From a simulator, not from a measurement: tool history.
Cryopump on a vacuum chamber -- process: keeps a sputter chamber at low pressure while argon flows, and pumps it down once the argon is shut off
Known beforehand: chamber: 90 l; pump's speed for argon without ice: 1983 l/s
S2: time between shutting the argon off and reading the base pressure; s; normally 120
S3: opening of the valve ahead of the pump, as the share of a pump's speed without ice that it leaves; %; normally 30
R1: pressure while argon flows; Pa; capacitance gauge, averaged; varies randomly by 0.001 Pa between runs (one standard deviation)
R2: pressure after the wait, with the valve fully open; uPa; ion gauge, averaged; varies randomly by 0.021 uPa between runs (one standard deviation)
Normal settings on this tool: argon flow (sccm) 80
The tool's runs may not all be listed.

Run 1, day 0: usual settings. Result: R1 0.2334 Pa, R2 0.56 uPa.
Run 2, day 0.558: usual settings but argon flow (sccm) 144. Result: R1 0.4172 Pa, R2 0.55 uPa.
Run 3, day 1.633: usual settings but argon flow (sccm) 144. Result: R1 0.4189 Pa, R2 0.58 uPa.
Run 4, day 2.288: usual settings but argon flow (sccm) 144. Result: R1 0.4202 Pa, R2 0.55 uPa.
Run 5, day 3.412: usual settings but argon flow (sccm) 93. Result: R1 0.2704 Pa, R2 0.59 uPa.
Run 6, day 4.454: usual settings but argon flow (sccm) 93. Result: R1 0.2705 Pa, R2 0.58 uPa.
Run 7, day 5.258: usual settings. Result: R1 0.2341 Pa, R2 0.6 uPa.
Run 8, day 5.921: usual settings. Result: R1 0.2323 Pa, R2 0.61 uPa.
Run 9, day 7.054: usual settings but S2 37 s, S3 54 %. Result: R1 0.1329 Pa, R2 1.29 uPa.
Run 10, day 8.025: usual settings but argon flow (sccm) 78, S2 218 s, S3 51 %. Result: R1 0.1373 Pa, R2 0.44 uPa.
Run 11, day 8.679: usual settings but argon flow (sccm) 105, S2 78 s, S3 28 %. Result: R1 0.328 Pa, R2 0.78 uPa.
Run 12, day 9.625: usual settings but argon flow (sccm) 105, S2 78 s, S3 28 %. Result: R1 0.3277 Pa, R2 0.73 uPa.
Run 13, day 10.821: usual settings but argon flow (sccm) 105, S2 78 s, S3 28 %. Result: R1 0.329 Pa, R2 0.76 uPa.
Run 14, day 12.008: usual settings but argon flow (sccm) 78, S2 78 s, S3 51 %. Result: R1 0.1374 Pa, R2 0.78 uPa.
Run 15, day 12.854: usual settings but argon flow (sccm) 78, S2 78 s, S3 51 %. Result: R1 0.136 Pa, R2 0.74 uPa.
Run 16, day 13.508: usual settings but argon flow (sccm) 78, S2 78 s, S3 20 %. Result: R1 0.337 Pa, R2 0.75 uPa.

Below, some changes in R1 between adjacent runs. For each, the amount present without the hidden state too (settings, incoming material, random variation) and the amount remaining for the hidden state with gauge scatter not shared by both compared results:
Hidden conditions of the tool in this case: pump's speed, % of a pump's without ice; cold plate's temperature, K; leak into the chamber, uPa l/s; drift of the gauge itself on working_pa, %; drift of the gauge itself on base_upa, %.
Run 1 -> 2: argon flow (sccm) 80 -> 144. R1 +0.1838 Pa: hidden state +0.0043, all else +0.1795.
Run 15 -> 16: S3 51 -> 20. R1 +0.201 Pa: hidden state +0.0001, all else +0.2009.
